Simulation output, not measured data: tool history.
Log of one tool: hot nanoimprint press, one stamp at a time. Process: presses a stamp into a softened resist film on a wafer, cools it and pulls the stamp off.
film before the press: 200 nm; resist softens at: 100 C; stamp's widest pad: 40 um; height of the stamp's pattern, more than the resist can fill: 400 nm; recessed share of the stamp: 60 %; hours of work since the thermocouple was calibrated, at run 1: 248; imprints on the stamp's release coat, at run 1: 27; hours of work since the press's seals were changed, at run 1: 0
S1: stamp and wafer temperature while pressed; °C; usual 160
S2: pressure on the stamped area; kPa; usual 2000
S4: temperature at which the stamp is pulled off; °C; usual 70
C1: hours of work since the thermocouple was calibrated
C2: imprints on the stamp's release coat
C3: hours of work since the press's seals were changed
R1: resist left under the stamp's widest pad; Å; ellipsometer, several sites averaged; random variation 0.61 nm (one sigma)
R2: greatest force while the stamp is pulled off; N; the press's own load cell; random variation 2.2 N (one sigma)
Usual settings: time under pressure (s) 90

Run 1, hour 0.0: usual settings; C1 248; C2 27; C3 0. Result: R1 787 Å, R2 136 N.
Run 2, hour 91.6: usual settings; C1 305; C2 356; C3 58. Result: R1 785 Å, R2 141 N.
Run 3, hour 133.6: usual settings; C1 332; C2 508; C3 84. Result: R1 769 Å, R2 149 N.
Run 4, hour 201.5: usual settings; C1 375; C2 752; C3 127. Result: R1 757 Å, R2 147 N.
Run 5, hour 256.9: usual settings but S4 55 °C; C1 409; C2 951; C3 162. Result: R1 752 Å, R2 222 N.
At hour 316.8: plate thermocouple calibrated.
Run 6, hour 338.4: usual settings; C1 14; C2 1234; C3 211. Result: R1 860 Å, R2 172 N.
At hour 396.3: stamp cleaned and given a new release coat.
Run 7, hour 423.5: usual settings; C1 63; C2 97; C3 261. Result: R1 864 Å, R2 142 N.
Run 8, hour 481.7: usual settings but S1 153 °C, S2 1970 kPa; C1 100; C2 307; C3 297. Result: R1 1265 Å, R2 143 N.
Run 9, hour 546.5: usual settings but S1 153 °C, S2 2020 kPa, S4 58 °C; C1 141; C2 540; C3 338. Result: R1 1251 Å, R2 200 N.

Run 10 comes next. What will it give?
Run 10, hour 597.3: usual settings but S1 169 °C, S2 1580 kPa; C1 173; C2 723; C3 370. Result: R1 ?, R2 ?.

{"run 10": {"R1": 536, "R2": 149}}
Without the tool's hidden state the same run would have given R1 559 Å, R2 135 N.

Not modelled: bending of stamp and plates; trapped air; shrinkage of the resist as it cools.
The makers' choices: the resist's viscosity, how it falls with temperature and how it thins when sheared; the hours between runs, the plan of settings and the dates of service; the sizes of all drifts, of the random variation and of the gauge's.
